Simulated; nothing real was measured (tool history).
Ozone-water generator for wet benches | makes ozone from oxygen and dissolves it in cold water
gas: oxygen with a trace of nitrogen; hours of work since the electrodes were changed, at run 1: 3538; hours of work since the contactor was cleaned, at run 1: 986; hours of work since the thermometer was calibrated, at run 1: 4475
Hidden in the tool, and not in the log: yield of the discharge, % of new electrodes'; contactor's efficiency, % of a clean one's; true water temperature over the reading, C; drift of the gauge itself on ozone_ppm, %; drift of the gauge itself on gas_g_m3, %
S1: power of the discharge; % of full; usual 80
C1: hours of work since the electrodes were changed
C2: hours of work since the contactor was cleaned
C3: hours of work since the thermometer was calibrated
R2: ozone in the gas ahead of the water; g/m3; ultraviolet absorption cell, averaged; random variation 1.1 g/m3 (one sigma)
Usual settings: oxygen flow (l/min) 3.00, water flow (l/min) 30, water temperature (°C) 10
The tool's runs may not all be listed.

{"run": 1, "hour": 0.0, "S1": 80, "oxygen flow (l/min)": 3.0, "water flow (l/min)": 30, "water temperature (°C)": 10, "C1": 3538, "C2": 986, "C3": 4475, "dissolved ozone (ppm)": 11.3, "R2": 174.4}
{"run": 2, "hour": 116.4, "S1": 80, "oxygen flow (l/min)": 3.0, "water flow (l/min)": 30, "water temperature (°C)": 10, "C1": 3614, "C2": 1062, "C3": 4550, "dissolved ozone (ppm)": 11.3, "R2": 172.2}
{"run": 3, "hour": 247.5, "S1": 80, "oxygen flow (l/min)": 3.35, "water flow (l/min)": 30, "water temperature (°C)": 10, "C1": 3700, "C2": 1147, "C3": 4636, "dissolved ozone (ppm)": 11.8, "R2": 164.0}
{"run": 4, "hour": 449.1, "S1": 80, "oxygen flow (l/min)": 3.17, "water flow (l/min)": 30, "water temperature (°C)": 10, "C1": 3831, "C2": 1279, "C3": 4767, "dissolved ozone (ppm)": 11.3, "R2": 167.7}
{"run": 5, "hour": 537.4, "S1": 80, "oxygen flow (l/min)": 3.17, "water flow (l/min)": 30, "water temperature (°C)": 10, "C1": 3888, "C2": 1336, "C3": 4824, "dissolved ozone (ppm)": 11.4, "R2": 165.7}
{"run": 6, "hour": 696.2, "S1": 80, "oxygen flow (l/min)": 3.17, "water flow (l/min)": 30, "water temperature (°C)": 10, "C1": 3992, "C2": 1439, "C3": 4928, "dissolved ozone (ppm)": 11.6, "R2": 165.0}
{"run": 7, "hour": 820.6, "S1": 80, "oxygen flow (l/min)": 3.0, "water flow (l/min)": 30, "water temperature (°C)": 10, "C1": 4073, "C2": 1520, "C3": 5009, "dissolved ozone (ppm)": 11.0, "R2": 168.7}
{"run": 8, "hour": 1027.6, "S1": 80, "oxygen flow (l/min)": 3.0, "water flow (l/min)": 21, "water temperature (°C)": 10, "C1": 4207, "C2": 1655, "C3": 5144, "dissolved ozone (ppm)": 15.2, "R2": 167.6}
{"run": 9, "hour": 1205.3, "S1": 80, "oxygen flow (l/min)": 3.0, "water flow (l/min)": 21, "water temperature (°C)": 10, "C1": 4323, "C2": 1771, "C3": 5259, "dissolved ozone (ppm)": 15.2, "R2": 167.1}
{"run": 10, "hour": 1418.6, "S1": 80, "oxygen flow (l/min)": 3.0, "water flow (l/min)": 21, "water temperature (°C)": 10, "C1": 4462, "C2": 1910, "C3": 5398, "dissolved ozone (ppm)": 15.0, "R2": 164.4}
{"hour": 1464.7, "done": "water thermometer calibrated"}
{"run": 11, "hour": 1551.6, "S1": 80, "oxygen flow (l/min)": 3.0, "water flow (l/min)": 30, "water temperature (°C)": 10, "C1": 4548, "C2": 1996, "C3": 57, "dissolved ozone (ppm)": 10.8, "R2": 163.1}
{"run": 12, "hour": 1695.1, "S1": 80, "oxygen flow (l/min)": 3.0, "water flow (l/min)": 30, "water temperature (°C)": 10, "C1": 4641, "C2": 2089, "C3": 150, "dissolved ozone (ppm)": 10.5, "R2": 161.9}
{"run": 13, "hour": 1879.7, "S1": 80, "oxygen flow (l/min)": 3.0, "water flow (l/min)": 30, "water temperature (°C)": 10, "C1": 4762, "C2": 2209, "C3": 270, "dissolved ozone (ppm)": 10.5, "R2": 162.4}
{"run": 14, "hour": 2073.9, "S1": 80, "oxygen flow (l/min)": 3.0, "water flow (l/min)": 30, "water temperature (°C)": 10, "C1": 4888, "C2": 2336, "C3": 396, "dissolved ozone (ppm)": 10.7, "R2": 161.3}
{"run": 15, "hour": 2171.0, "S1": 80, "oxygen flow (l/min)": 3.0, "water flow (l/min)": 30, "water temperature (°C)": 10, "C1": 4951, "C2": 2399, "C3": 460, "dissolved ozone (ppm)": 10.6, "R2": 161.3}
{"run": 16, "hour": 2285.4, "S1": 80, "oxygen flow (l/min)": 3.0, "water flow (l/min)": 30, "water temperature (°C)": 10, "C1": 5026, "C2": 2474, "C3": 534, "dissolved ozone (ppm)": 10.5, "R2": 159.1}
{"run": 17, "hour": 2415.1, "S1": 80, "oxygen flow (l/min)": 3.97, "water flow (l/min)": 30, "water temperature (°C)": 10, "C1": 5110, "C2": 2558, "C3": 619, "dissolved ozone (ppm)": 11.7, "R2": 143.2}
{"run": 18, "hour": 2583.9, "S1": 58, "oxygen flow (l/min)": 2.99, "water flow (l/min)": 30, "water temperature (°C)": 14, "C1": 5220, "C2": 2668, "C3": 728, "dissolved ozone (ppm)": 8.5, "R2": 132.7}
{"run": 19, "hour": 2697.2, "S1": 80, "oxygen flow (l/min)": 3.0, "water flow (l/min)": 26, "water temperature (°C)": 14, "C1": 5294, "C2": 2742, "C3": 802, "dissolved ozone (ppm)": 11.3, "R2": 157.1}
{"run": 20, "hour": 2798.2, "S1": 80, "oxygen flow (l/min)": 2.34, "water flow (l/min)": 30, "water temperature (°C)": 12, "C1": 5359, "C2": 2807, "C3": 868, "dissolved ozone (ppm)": 8.9, "R2": 173.5}
{"run": 21, "hour": 3001.0, "S1": 59, "oxygen flow (l/min)": 3.53, "water flow (l/min)": 23, "water temperature (°C)": 11, "C1": 5491, "C2": 2939, "C3": 1000, "dissolved ozone (ppm)": 11.5, "R2": 122.9}
{"run": 22, "hour": 3143.9, "S1": 59, "oxygen flow (l/min)": 5.11, "water flow (l/min)": 23, "water temperature (°C)": 16, "C1": 5584, "C2": 3032, "C3": 1093, "dissolved ozone (ppm)": 12.3, "R2": 108.0}
{"run": 23, "hour": 3330.3, "S1": 80, "oxygen flow (l/min)": 4.45, "water flow (l/min)": 30, "water temperature (°C)": 10, "C1": 5706, "C2": 3154, "C3": 1214, "dissolved ozone (ppm)": 11.5, "R2": 132.9}
{"run": 24, "hour": 3525.2, "S1": 63, "oxygen flow (l/min)": 5.05, "water flow (l/min)": 24, "water temperature (°C)": 6, "C1": 5833, "C2": 3280, "C3": 1341, "dissolved ozone (ppm)": 13.3, "R2": 111.2}
{"run": 25, "hour": 3641.7, "S1": 83, "oxygen flow (l/min)": 2.82, "water flow (l/min)": 24, "water temperature (°C)": 6, "C1": 5909, "C2": 3356, "C3": 1417, "dissolved ozone (ppm)": 12.3, "R2": 158.9}
{"run": 26, "hour": 3856.0, "S1": 83, "oxygen flow (l/min)": 2.82, "water flow (l/min)": 24, "water temperature (°C)": 6, "C1": 6048, "C2": 3496, "C3": 1556, "dissolved ozone (ppm)": 12.4, "R2": 156.9}
{"run": 27, "hour": 4062.8, "S1": 71, "oxygen flow (l/min)": 3.4, "water flow (l/min)": 27, "water temperature (°C)": 16, "C1": 6183, "C2": 3630, "C3": 1691, "dissolved ozone (ppm)": 10.2, "R2": 134.9}
{"hour": 4122.7, "done": "electrodes of the discharge changed"}
{"run": 28, "hour": 4271.6, "S1": 71, "oxygen flow (l/min)": 3.4, "water flow (l/min)": 27, "water temperature (°C)": 16, "C1": 97, "C2": 3762, "C3": 1823, "dissolved ozone (ppm)": 13.1, "R2": 178.5}
{"run": 29, "hour": 4475.5, "S1": 71, "oxygen flow (l/min)": 3.4, "water flow (l/min)": 27, "water temperature (°C)": 16, "C1": 230, "C2": 3895, "C3": 1956, "dissolved ozone (ppm)": 13.1, "R2": 177.4}
{"run": 30, "hour": 4617.4, "S1": 80, "oxygen flow (l/min)": 3.0, "water flow (l/min)": 20, "water temperature (°C)": 10, "C1": 322, "C2": 3987, "C3": 2048, "dissolved ozone (ppm)": 19.1, "R2": 200.9}
{"run": 31, "hour": 4782.7, "S1": 89, "oxygen flow (l/min)": 1.76, "water flow (l/min)": 20, "water temperature (°C)": 10, "C1": 430, "C2": 4095, "C3": 2156, "dissolved ozone (ppm)": 16.3, "R2": 260.0}
{"run": 32, "hour": 4938.7, "S1": 77, "oxygen flow (l/min)": 1.54, "water flow (l/min)": 30, "water temperature (°C)": 10, "C1": 531, "C2": 4197, "C3": 2257, "dissolved ozone (ppm)": 9.0, "R2": 245.3}

4 ways to go on from here, each from the tool as it stands after run 32. What would each give?
{"run": "A", "hour": 5072.3, "S1": 47, "oxygen flow (l/min)": 4.45, "water flow (l/min)": 30, "water temperature (°C)": 10, "C1": 618, "C2": 4284, "C3": 2344, "dissolved ozone (ppm)": "?", "R2": "?"}
{"run": "B", "hour": 5072.3, "S1": 77, "oxygen flow (l/min)": 1.54, "water flow (l/min)": 45, "water temperature (°C)": 8, "C1": 618, "C2": 4284, "C3": 2344, "dissolved ozone (ppm)": "?", "R2": "?"}
{"run": "C", "hour": 5072.3, "S1": 77, "oxygen flow (l/min)": 3.36, "water flow (l/min)": 30, "water temperature (°C)": 8, "C1": 618, "C2": 4284, "C3": 2344, "dissolved ozone (ppm)": "?", "R2": "?"}
{"run": "D", "hour": 5072.3, "S1": 63, "oxygen flow (l/min)": 1.54, "water flow (l/min)": 37, "water temperature (°C)": 5, "C1": 618, "C2": 4284, "C3": 2344, "dissolved ozone (ppm)": "?", "R2": "?"}

run=A dissolved_ozone_(ppm)=10.4 R2=120.0
run=B dissolved_ozone_(ppm)=5.7 R2=247.6
run=C dissolved_ozone_(ppm)=13.0 R2=185.0
run=D dissolved_ozone_(ppm)=6.2 R2=213.3
Without the tool's hidden state the same runs would have given:
run=A dissolved_ozone_(ppm)=11.3 R2=123.0
run=B dissolved_ozone_(ppm)=6.4 R2=256.7
run=C dissolved_ozone_(ppm)=14.3 R2=191.8
run=D dissolved_ozone_(ppm)=6.8 R2=220.1
